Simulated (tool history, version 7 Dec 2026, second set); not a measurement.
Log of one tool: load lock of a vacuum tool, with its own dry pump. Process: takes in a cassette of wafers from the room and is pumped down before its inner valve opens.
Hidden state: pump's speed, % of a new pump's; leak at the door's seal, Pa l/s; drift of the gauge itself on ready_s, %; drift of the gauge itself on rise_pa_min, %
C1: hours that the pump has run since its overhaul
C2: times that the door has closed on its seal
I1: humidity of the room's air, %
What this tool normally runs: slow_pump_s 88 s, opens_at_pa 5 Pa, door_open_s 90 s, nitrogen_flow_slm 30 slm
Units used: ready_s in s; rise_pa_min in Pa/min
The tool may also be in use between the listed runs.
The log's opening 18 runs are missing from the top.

run 19 hour=1569.3 | slow_pump_s=88 opens_at_pa=5 door_open_s=231 nitrogen_flow_slm=30 | C1=2012 C2=13591 | I1=43.1 | ready_s=166.3 rise_pa_min=0.063
run 20 hour=1638.5 | slow_pump_s=88 opens_at_pa=5 door_open_s=231 nitrogen_flow_slm=30 | C1=2081 C2=13817 | I1=42.6 | ready_s=163.8 rise_pa_min=0.060
run 21 hour=1708.1 | slow_pump_s=69 opens_at_pa=5 door_open_s=62 nitrogen_flow_slm=10 | C1=2151 C2=14045 | I1=44.5 | ready_s=148.9 rise_pa_min=0.062
run 22 hour=1804.5 | slow_pump_s=69 opens_at_pa=5 door_open_s=62 nitrogen_flow_slm=10 | C1=2247 C2=14361 | I1=47.4 | ready_s=150.9 rise_pa_min=0.065
run 23 hour=1910.8 | slow_pump_s=122 opens_at_pa=5 door_open_s=90 nitrogen_flow_slm=30 | C1=2353 C2=14708 | I1=43.1 | ready_s=194.5 rise_pa_min=0.060
run 24 hour=1998.2 | slow_pump_s=88 opens_at_pa=8 door_open_s=90 nitrogen_flow_slm=30 | C1=2441 C2=14995 | I1=45.0 | ready_s=160.6 rise_pa_min=0.064
run 25 hour=2069.4 | slow_pump_s=50 opens_at_pa=7 door_open_s=52 nitrogen_flow_slm=33 | C1=2512 C2=15228 | I1=44.3 | ready_s=129.6 rise_pa_min=0.059
run 26 hour=2160.3 | slow_pump_s=175 opens_at_pa=5 door_open_s=90 nitrogen_flow_slm=30 | C1=2603 C2=15525 | I1=44.2 | ready_s=239.8 rise_pa_min=0.063
run 27 hour=2279.7 | slow_pump_s=45 opens_at_pa=5 door_open_s=90 nitrogen_flow_slm=11 | C1=2722 C2=15916 | I1=45.4 | ready_s=132.1 rise_pa_min=0.075
run 28 hour=2379.7 | slow_pump_s=88 opens_at_pa=5 door_open_s=65 nitrogen_flow_slm=30 | C1=2822 C2=16243 | I1=45.7 | ready_s=167.8 rise_pa_min=0.066
run 29 hour=2473.3 | slow_pump_s=134 opens_at_pa=5 door_open_s=31 nitrogen_flow_slm=10 | C1=2916 C2=16550 | I1=40.8 | ready_s=208.1 rise_pa_min=0.069
run 30 hour=2557.0 | slow_pump_s=152 opens_at_pa=7 door_open_s=116 nitrogen_flow_slm=28 | C1=3000 C2=16824 | I1=46.5 | ready_s=219.5 rise_pa_min=0.070
run 31 hour=2636.2 | slow_pump_s=152 opens_at_pa=6 door_open_s=240 nitrogen_flow_slm=28 | C1=3079 C2=17083 | I1=46.0 | ready_s=217.3 rise_pa_min=0.083
run 32 hour=2720.8 | slow_pump_s=88 opens_at_pa=7 door_open_s=90 nitrogen_flow_slm=30 | C1=3163 C2=17360 | I1=46.2 | ready_s=162.7 rise_pa_min=0.067
run 33 hour=2805.2 | slow_pump_s=88 opens_at_pa=7 door_open_s=90 nitrogen_flow_slm=30 | C1=3248 C2=17636 | I1=45.0 | ready_s=165.4 rise_pa_min=0.070
run 34 hour=2909.3 | slow_pump_s=154 opens_at_pa=5 door_open_s=29 nitrogen_flow_slm=14 | C1=3352 C2=17977 | I1=44.8 | ready_s=223.3 rise_pa_min=0.079
run 35 hour=3030.7 | slow_pump_s=165 opens_at_pa=8 door_open_s=66 nitrogen_flow_slm=30 | C1=3473 C2=18375 | I1=46.0 | ready_s=228.7 rise_pa_min=0.070
run 36 hour=3161.2 | slow_pump_s=165 opens_at_pa=8 door_open_s=66 nitrogen_flow_slm=30 | C1=3604 C2=18802 | I1=50.9 | ready_s=230.4 rise_pa_min=0.080
run 37 hour=3256.7 | slow_pump_s=165 opens_at_pa=8 door_open_s=61 nitrogen_flow_slm=25 | C1=3699 C2=19114 | I1=45.5 | ready_s=229.6 rise_pa_min=0.078
run 38 hour=3362.9 | slow_pump_s=165 opens_at_pa=8 door_open_s=61 nitrogen_flow_slm=25 | C1=3805 C2=19462 | I1=43.8 | ready_s=230.3 rise_pa_min=0.081

Forecast each of these 3 alternatives for the next run:
run A hour=3451.7 | slow_pump_s=53 opens_at_pa=5 door_open_s=90 nitrogen_flow_slm=16 | C1=3894 C2=19753 | I1=46.2 | ready_s=? rise_pa_min=?
run B hour=3451.7 | slow_pump_s=88 opens_at_pa=5 door_open_s=93 nitrogen_flow_slm=15 | C1=3894 C2=19753 | I1=41.7 | ready_s=? rise_pa_min=?
run C hour=3451.7 | slow_pump_s=126 opens_at_pa=5 door_open_s=147 nitrogen_flow_slm=30 | C1=3894 C2=19753 | I1=45.1 | ready_s=? rise_pa_min=?

run=A ready_s=140.1 rise_pa_min=0.089
run=B ready_s=168.3 rise_pa_min=0.085
run=C ready_s=201.9 rise_pa_min=0.083
Take away the tool's hidden state, keep each run's random variation, and the runs would have read:
run=A ready_s=133.9 rise_pa_min=0.013
run=B ready_s=162.5 rise_pa_min=0.010
run=C ready_s=196.7 rise_pa_min=0.009
